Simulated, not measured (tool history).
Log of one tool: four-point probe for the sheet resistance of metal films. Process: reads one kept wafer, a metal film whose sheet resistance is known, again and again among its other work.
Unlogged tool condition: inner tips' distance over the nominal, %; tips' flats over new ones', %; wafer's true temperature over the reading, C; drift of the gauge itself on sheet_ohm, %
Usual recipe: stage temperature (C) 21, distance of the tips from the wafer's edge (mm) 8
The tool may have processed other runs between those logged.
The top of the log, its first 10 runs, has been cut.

run   hour  stage temperature (C)  distance of the tips from the wafer's edge (mm)  touches since the probe head was changed  hours of work since the stage's thermometer was calibrated  sheet resistance as the instrument gives it (ohm/square)
 11  314.7                     21                                                8                                     28173                                                        1330                                                  0.035789
 12  347.4                     21                                                8                                     28769                                                        1353                                                  0.035799
 13  393.2                     18                                                8                                     29607                                                        1384                                                  0.035794
 14  419.5                     18                                                8                                     30089                                                        1403                                                  0.035785
 15  452.0                     21                                               44                                     30682                                                        1425                                                  0.035517
 16  486.9                     21                                               44                                     31321                                                        1449                                                  0.035507
 17  522.2                     21                                                8                                     31966                                                        1474                                                  0.035794
 18  562.1                     21                                                8                                     32696                                                        1501                                                  0.035795
 19  582.7                     21                                                8                                     33073                                                        1515                                                  0.035798
 20  626.7                     21                                                8                                     33877                                                        1546                                                  0.035791
 21  673.2                     24                                                8                                     34727                                                        1578                                                  0.035805
 22  712.8                     24                                                8                                     35450                                                        1605                                                  0.035813
 23  755.6                     24                                                8                                     36233                                                        1635                                                  0.035800
 24  783.9                     24                                                8                                     36751                                                        1655                                                  0.035815
 25  827.5                     24                                                8                                     37548                                                        1685                                                  0.035778

Forecast run 26:
 26  868.7                     29                                                3                                     38303                                                        1713                                                         ?

Run 26 came out at sheet resistance as the instrument gives it (ohm/square) 0.037519.
Minus the tool's unlogged condition, the same run would have read sheet resistance as the instrument gives it (ohm/square) 0.037515.
